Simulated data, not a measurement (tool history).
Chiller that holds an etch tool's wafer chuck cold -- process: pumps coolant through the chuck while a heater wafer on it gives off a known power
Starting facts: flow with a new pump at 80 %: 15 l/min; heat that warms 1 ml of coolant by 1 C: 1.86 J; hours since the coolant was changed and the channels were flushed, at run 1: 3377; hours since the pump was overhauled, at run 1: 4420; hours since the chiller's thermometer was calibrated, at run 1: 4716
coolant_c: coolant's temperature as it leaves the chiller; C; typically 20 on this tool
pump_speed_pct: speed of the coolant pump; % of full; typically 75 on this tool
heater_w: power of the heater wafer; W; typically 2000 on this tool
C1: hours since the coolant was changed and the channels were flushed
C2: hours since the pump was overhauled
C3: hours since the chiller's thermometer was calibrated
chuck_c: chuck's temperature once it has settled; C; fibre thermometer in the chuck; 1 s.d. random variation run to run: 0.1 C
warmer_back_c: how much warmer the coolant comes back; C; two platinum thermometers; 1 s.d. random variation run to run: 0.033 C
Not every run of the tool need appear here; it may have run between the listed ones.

run 1 hour=0.0 | coolant_c=20 pump_speed_pct=75 heater_w=2000 | C1=3377 C2=4420 C3=4716 | chuck_c=33.3 warmer_back_c=4.82
run 2 hour=47.5 | coolant_c=20 pump_speed_pct=75 heater_w=2000 | C1=3425 C2=4467 C3=4764 | chuck_c=33.5 warmer_back_c=4.77
run 3 hour=124.2 | coolant_c=20 pump_speed_pct=75 heater_w=2000 | C1=3501 C2=4544 C3=4841 | chuck_c=33.4 warmer_back_c=4.82
run 4 hour=175.0 | coolant_c=20 pump_speed_pct=75 heater_w=2000 | C1=3552 C2=4595 C3=4891 | chuck_c=33.3 warmer_back_c=4.86
run 5 hour=250.6 | coolant_c=20 pump_speed_pct=75 heater_w=2000 | C1=3628 C2=4670 C3=4967 | chuck_c=33.4 warmer_back_c=4.83
run 6 hour=316.1 | coolant_c=20 pump_speed_pct=75 heater_w=2000 | C1=3693 C2=4736 C3=5032 | chuck_c=33.6 warmer_back_c=4.81
run 7 hour=427.4 | coolant_c=20 pump_speed_pct=75 heater_w=2000 | C1=3805 C2=4847 C3=5144 | chuck_c=33.4 warmer_back_c=4.84
run 8 hour=540.0 | coolant_c=20 pump_speed_pct=75 heater_w=2000 | C1=3917 C2=4960 C3=5256 | chuck_c=33.6 warmer_back_c=4.85
-- hour=599.2 chiller's thermometer calibrated
run 9 hour=640.2 | coolant_c=20 pump_speed_pct=99 heater_w=2000 | C1=4016 C2=5059 C3=41 | chuck_c=31.9 warmer_back_c=3.73
run 10 hour=736.4 | coolant_c=30 pump_speed_pct=99 heater_w=2000 | C1=4113 C2=5155 C3=137 | chuck_c=42.0 warmer_back_c=3.75
run 11 hour=834.5 | coolant_c=30 pump_speed_pct=99 heater_w=2000 | C1=4211 C2=5253 C3=235 | chuck_c=41.9 warmer_back_c=3.73
run 12 hour=916.4 | coolant_c=30 pump_speed_pct=99 heater_w=2000 | C1=4293 C2=5335 C3=317 | chuck_c=42.2 warmer_back_c=3.75
run 13 hour=964.9 | coolant_c=30 pump_speed_pct=99 heater_w=2000 | C1=4341 C2=5384 C3=366 | chuck_c=42.1 warmer_back_c=3.79
run 14 hour=1028.7 | coolant_c=30 pump_speed_pct=99 heater_w=2000 | C1=4405 C2=5447 C3=430 | chuck_c=41.9 warmer_back_c=3.72
run 15 hour=1128.7 | coolant_c=30 pump_speed_pct=99 heater_w=2000 | C1=4505 C2=5547 C3=529 | chuck_c=42.0 warmer_back_c=3.76
run 16 hour=1193.9 | coolant_c=20 pump_speed_pct=75 heater_w=2000 | C1=4570 C2=5613 C3=595 | chuck_c=34.7 warmer_back_c=4.91
run 17 hour=1303.8 | coolant_c=11 pump_speed_pct=82 heater_w=1822 | C1=4680 C2=5723 C3=705 | chuck_c=23.4 warmer_back_c=4.13
run 18 hour=1358.7 | coolant_c=11 pump_speed_pct=92 heater_w=1411 | C1=4735 C2=5777 C3=759 | chuck_c=20.0 warmer_back_c=2.93
run 19 hour=1422.6 | coolant_c=16 pump_speed_pct=89 heater_w=1610 | C1=4799 C2=5841 C3=823 | chuck_c=26.5 warmer_back_c=3.40
run 20 hour=1507.4 | coolant_c=16 pump_speed_pct=65 heater_w=1610 | C1=4884 C2=5926 C3=908 | chuck_c=29.2 warmer_back_c=4.49
run 21 hour=1596.0 | coolant_c=11 pump_speed_pct=80 heater_w=1728 | C1=4972 C2=6015 C3=997 | chuck_c=23.4 warmer_back_c=4.00
run 22 hour=1677.3 | coolant_c=11 pump_speed_pct=80 heater_w=1728 | C1=5053 C2=6096 C3=1078 | chuck_c=23.2 warmer_back_c=4.02
run 23 hour=1784.9 | coolant_c=11 pump_speed_pct=80 heater_w=1728 | C1=5161 C2=6204 C3=1186 | chuck_c=23.2 warmer_back_c=4.06
run 24 hour=1847.6 | coolant_c=14 pump_speed_pct=75 heater_w=1749 | C1=5224 C2=6266 C3=1248 | chuck_c=27.0 warmer_back_c=4.33
run 25 hour=1894.9 | coolant_c=20 pump_speed_pct=92 heater_w=2000 | C1=5271 C2=6314 C3=1296 | chuck_c=33.0 warmer_back_c=4.04
run 26 hour=2005.8 | coolant_c=20 pump_speed_pct=92 heater_w=2000 | C1=5382 C2=6425 C3=1407 | chuck_c=33.0 warmer_back_c=4.06
run 27 hour=2101.2 | coolant_c=20 pump_speed_pct=92 heater_w=2000 | C1=5477 C2=6520 C3=1502 | chuck_c=33.0 warmer_back_c=4.14
run 28 hour=2208.8 | coolant_c=20 pump_speed_pct=92 heater_w=2000 | C1=5585 C2=6628 C3=1610 | chuck_c=33.0 warmer_back_c=4.07
run 29 hour=2308.2 | coolant_c=20 pump_speed_pct=87 heater_w=2059 | C1=5684 C2=6727 C3=1709 | chuck_c=33.9 warmer_back_c=4.47
run 30 hour=2407.4 | coolant_c=20 pump_speed_pct=84 heater_w=2059 | C1=5784 C2=6826 C3=1808 | chuck_c=34.3 warmer_back_c=4.63
run 31 hour=2509.7 | coolant_c=10 pump_speed_pct=92 heater_w=2928 | C1=5886 C2=6928 C3=1911 | chuck_c=29.5 warmer_back_c=6.01

Across each entry between runs, compare the hidden state at the last listed run before it with the hidden state at the first listed run after it:
Between runs 8 and 9: chiller's thermometer calibrated (hour 599.2)
  heat passed by the chuck's channels, % of clean ones': 88.7 -> 88.4; flow at a given pump speed, % of a new pump's: 94.2 -> 94.1; coolant's true temperature over the reading, C: -0.87 -> -0.04
  measured value less the no-hidden-state value, chuck_c: +1.0 -> +1.5 C; warmer_back_c: +0.28 -> +0.22 C
